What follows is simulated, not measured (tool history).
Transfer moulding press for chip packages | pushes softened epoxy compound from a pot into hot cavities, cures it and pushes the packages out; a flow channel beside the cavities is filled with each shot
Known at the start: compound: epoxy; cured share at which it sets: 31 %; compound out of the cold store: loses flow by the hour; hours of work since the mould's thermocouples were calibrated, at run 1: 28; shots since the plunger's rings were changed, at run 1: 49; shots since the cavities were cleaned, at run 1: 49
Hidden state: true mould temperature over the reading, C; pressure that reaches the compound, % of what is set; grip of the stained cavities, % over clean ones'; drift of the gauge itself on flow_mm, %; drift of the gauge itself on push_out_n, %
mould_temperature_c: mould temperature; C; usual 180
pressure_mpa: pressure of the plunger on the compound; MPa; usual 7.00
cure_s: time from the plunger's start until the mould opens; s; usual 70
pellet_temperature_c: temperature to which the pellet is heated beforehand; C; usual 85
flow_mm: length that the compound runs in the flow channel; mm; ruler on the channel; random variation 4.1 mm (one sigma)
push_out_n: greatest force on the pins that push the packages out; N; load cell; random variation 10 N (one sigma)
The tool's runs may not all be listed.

run,hour,mould_temperature_c,pressure_mpa,cure_s,pellet_temperature_c,hours of work since the mould's thermocouples were calibrated,shots since the plunger's rings were changed,shots since the cavities were cleaned,incoming compound's hours out of the cold store,flow_mm,push_out_n
1,0.0,180,7.00,70,85,28,49,49,32.8,899,466
2,78.6,179,7.00,70,85,76,1158,1158,47.2,858,744
# hour 86.2: cavities cleaned with cleaning compound and waxed
3,152.4,179,7.00,70,85,121,2178,935,44.3,860,842
# hour 171.7: cavities cleaned with cleaning compound and waxed
# hour 213.0: plunger's sealing rings changed
4,232.2,179,7.00,70,85,167,270,818,40.9,878,708
# hour 267.8: cavities cleaned with cleaning compound and waxed
5,317.1,179,7.00,70,85,219,1446,695,38.3,885,696
# hour 355.2: cavities cleaned with cleaning compound and waxed
6,364.3,179,7.00,70,85,247,2091,128,10.3,950,586
# hour 430.1: plunger's sealing rings changed
# hour 446.0: cavities cleaned with cleaning compound and waxed
7,463.5,179,7.00,70,85,305,450,247,20.6,940,608
8,510.0,180,7.00,70,93,334,1106,903,43.9,862,674
# hour 531.8: cavities cleaned with cleaning compound and waxed
9,594.8,183,7.00,70,85,385,2282,890,33.1,875,607
# hour 619.8: cavities cleaned with cleaning compound and waxed
# hour 649.5: plunger's sealing rings changed
10,656.1,183,7.00,70,85,420,93,476,13.3,938,559
# hour 676.7: cavities cleaned with cleaning compound and waxed, once more
11,727.9,180,7.00,70,89,464,1085,722,16.2,936,681
# hour 764.2: cavities cleaned with cleaning compound and waxed
12,809.5,180,7.00,70,89,513,2215,638,17.7,926,701
# hour 851.2: cavities cleaned with cleaning compound and waxed
13,857.4,180,7.00,76,89,542,2870,88,11.2,938,471
# hour 867.2: plunger's sealing rings changed
14,920.3,180,6.17,70,85,579,748,939,13.6,897,760
# hour 938.7: cavities cleaned with cleaning compound and waxed
15,983.6,180,7.00,59,85,617,1621,634,13.6,934,1050
# hour 1032.3: cavities cleaned with cleaning compound and waxed
16,1043.6,180,6.92,97,85,653,2445,158,42.3,855,408
# hour 1085.5: plunger's sealing rings changed
# hour 1122.1: cavities cleaned with cleaning compound and waxed
17,1132.8,181,6.76,96,91,705,647,151,29.1,882,418
# hour 1209.4: cavities cleaned with cleaning compound and waxed
18,1209.4,186,7.00,70,93,751,1706,0,24.9,884,390
# hour 1296.1: cavities cleaned with cleaning compound and waxed
19,1297.2,180,7.00,98,85,805,2923,16,19.4,916,371
# hour 1305.1: plunger's sealing rings changed
# hour 1321.2: mould's thermocouples calibrated
# hour 1386.2: cavities cleaned with cleaning compound and waxed
20,1386.9,180,7.00,98,85,39,1104,10,9.8,950,367
21,1454.9,180,7.00,59,85,81,2064,970,38.5,868,1017
# hour 1478.8: cavities cleaned with cleaning compound and waxed
# hour 1525.3: plunger's sealing rings changed
22,1554.8,180,7.28,70,85,140,416,1037,12.8,967,715
# hour 1567.7: cavities cleaned with cleaning compound and waxed
23,1645.5,186,6.82,70,88,195,1673,1097,23.1,880,605
# hour 1653.4: cavities cleaned with cleaning compound and waxed
# hour 1741.9: plunger's sealing rings changed
# hour 1743.4: cavities cleaned with cleaning compound and waxed
24,1744.0,186,6.82,70,88,252,9,9,18.3,903,387
# hour 1833.4: cavities cleaned with cleaning compound and waxed
25,1837.3,186,6.82,70,89,309,1303,54,43.8,831,406
26,1901.8,186,6.82,70,89,349,2213,964,18.1,887,597
# hour 1923.1: cavities cleaned with cleaning compound and waxed
# hour 1964.1: plunger's sealing rings changed
27,2004.6,183,7.00,64,83,410,573,1115,9.5,939,767

Forecast each of these 3 alternatives for the next run:
# hour 2011.5: cavities cleaned with cleaning compound and waxed
A,2069.2,180,7.00,69,88,448,1463,814,13.8,?,?
# hour 2011.5: cavities cleaned with cleaning compound and waxed
B,2069.2,180,7.12,81,90,448,1463,814,40.6,?,?
# hour 2011.5: cavities cleaned with cleaning compound and waxed
C,2069.2,176,7.00,58,77,448,1463,814,23.9,?,?

run,flow_mm,push_out_n
A,941,756
B,875,593
C,928,1486
Without the tool's hidden state the same runs would have given:
run,flow_mm,push_out_n
A,953,481
B,886,384
C,939,930
